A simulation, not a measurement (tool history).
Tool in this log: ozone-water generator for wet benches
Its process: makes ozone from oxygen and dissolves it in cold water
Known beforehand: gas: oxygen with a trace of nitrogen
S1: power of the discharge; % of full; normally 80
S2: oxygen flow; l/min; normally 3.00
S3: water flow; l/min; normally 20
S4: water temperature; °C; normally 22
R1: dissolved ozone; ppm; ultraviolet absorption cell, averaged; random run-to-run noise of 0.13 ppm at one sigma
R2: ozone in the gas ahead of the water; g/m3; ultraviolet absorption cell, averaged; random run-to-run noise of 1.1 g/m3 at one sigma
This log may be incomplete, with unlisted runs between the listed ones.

{"run": 1, "hour": 0.0, "S1": 80, "S2": 3.0, "S3": 20, "S4": 22, "R1": 13.8, "R2": 186.2}
{"run": 2, "hour": 124.0, "S1": 80, "S2": 3.0, "S3": 20, "S4": 22, "R1": 13.8, "R2": 183.5}
{"run": 3, "hour": 185.1, "S1": 80, "S2": 3.0, "S3": 20, "S4": 22, "R1": 13.5, "R2": 186.7}
{"run": 4, "hour": 266.8, "S1": 80, "S2": 3.0, "S3": 20, "S4": 22, "R1": 13.8, "R2": 183.6}
{"run": 5, "hour": 326.3, "S1": 80, "S2": 3.0, "S3": 20, "S4": 22, "R1": 13.9, "R2": 186.4}
{"run": 6, "hour": 438.9, "S1": 80, "S2": 3.0, "S3": 20, "S4": 22, "R1": 13.6, "R2": 184.1}
{"run": 7, "hour": 511.0, "S1": 80, "S2": 3.0, "S3": 20, "S4": 22, "R1": 13.8, "R2": 184.4}
{"run": 8, "hour": 599.1, "S1": 80, "S2": 3.0, "S3": 20, "S4": 22, "R1": 13.3, "R2": 183.1}
{"run": 9, "hour": 717.4, "S1": 80, "S2": 3.0, "S3": 20, "S4": 22, "R1": 13.5, "R2": 185.2}
{"run": 10, "hour": 779.8, "S1": 80, "S2": 1.79, "S3": 20, "S4": 22, "R1": 11.7, "R2": 233.4}
{"run": 11, "hour": 888.8, "S1": 80, "S2": 1.79, "S3": 20, "S4": 22, "R1": 11.8, "R2": 231.3}
{"run": 12, "hour": 950.0, "S1": 80, "S2": 3.12, "S3": 20, "S4": 22, "R1": 13.7, "R2": 181.3}
{"run": 13, "hour": 1029.5, "S1": 80, "S2": 3.12, "S3": 20, "S4": 22, "R1": 13.6, "R2": 181.3}
{"run": 14, "hour": 1107.1, "S1": 80, "S2": 3.12, "S3": 20, "S4": 22, "R1": 13.6, "R2": 177.3}
{"run": 15, "hour": 1165.3, "S1": 80, "S2": 3.12, "S3": 20, "S4": 22, "R1": 13.8, "R2": 176.6}
{"run": 16, "hour": 1294.4, "S1": 80, "S2": 3.12, "S3": 20, "S4": 22, "R1": 13.5, "R2": 177.5}
{"run": 17, "hour": 1351.5, "S1": 73, "S2": 3.77, "S3": 14, "S4": 17, "R1": 18.4, "R2": 153.0}
{"run": 18, "hour": 1465.7, "S1": 55, "S2": 1.72, "S3": 29, "S4": 25, "R1": 6.0, "R2": 178.1}
{"hour": 1549.7, "done": "contactor cleaned"}
{"run": 19, "hour": 1588.8, "S1": 55, "S2": 1.72, "S3": 29, "S4": 25, "R1": 5.8, "R2": 176.0}
{"run": 20, "hour": 1683.7, "S1": 55, "S2": 4.62, "S3": 18, "S4": 25, "R1": 10.9, "R2": 113.8}
{"run": 21, "hour": 1776.0, "S1": 55, "S2": 4.62, "S3": 18, "S4": 25, "R1": 11.2, "R2": 112.5}
{"run": 22, "hour": 1831.8, "S1": 45, "S2": 4.35, "S3": 20, "S4": 22, "R1": 9.2, "R2": 99.7}
{"run": 23, "hour": 1949.7, "S1": 44, "S2": 3.0, "S3": 20, "S4": 22, "R1": 8.7, "R2": 118.0}
{"hour": 1959.5, "done": "contactor cleaned, once more"}
{"run": 24, "hour": 2066.1, "S1": 43, "S2": 3.0, "S3": 20, "S4": 22, "R1": 8.6, "R2": 113.4}
{"run": 25, "hour": 2196.3, "S1": 80, "S2": 3.51, "S3": 20, "S4": 22, "R1": 13.9, "R2": 166.2}
{"run": 26, "hour": 2263.2, "S1": 80, "S2": 3.51, "S3": 27, "S4": 25, "R1": 10.2, "R2": 166.8}
{"run": 27, "hour": 2339.9, "S1": 80, "S2": 5.13, "S3": 20, "S4": 22, "R1": 14.3, "R2": 140.0}
{"run": 28, "hour": 2403.1, "S1": 47, "S2": 3.61, "S3": 20, "S4": 17, "R1": 10.0, "R2": 112.2}

Predict each of these 4 candidate next runs independently; none follows another, all start after run 28:
{"run": "A", "hour": 2499.4, "S1": 80, "S2": 4.15, "S3": 23, "S4": 27, "R1": "?", "R2": "?"}
{"run": "B", "hour": 2499.4, "S1": 47, "S2": 2.13, "S3": 20, "S4": 25, "R1": "?", "R2": "?"}
{"run": "C", "hour": 2499.4, "S1": 47, "S2": 4.5, "S3": 22, "S4": 17, "R1": "?", "R2": "?"}
{"run": "D", "hour": 2499.4, "S1": 47, "S2": 1.59, "S3": 20, "S4": 19, "R1": "?", "R2": "?"}

run=A R1=11.8 R2=153.3
run=B R1=8.1 R2=141.9
run=C R1=9.6 R2=100.6
run=D R1=7.9 R2=160.1
Without the tool's unlogged condition, the same runs would have read:
run=A R1=13.0 R2=167.6
run=B R1=8.7 R2=150.2
run=C R1=10.3 R2=106.6
run=D R1=8.5 R2=169.5
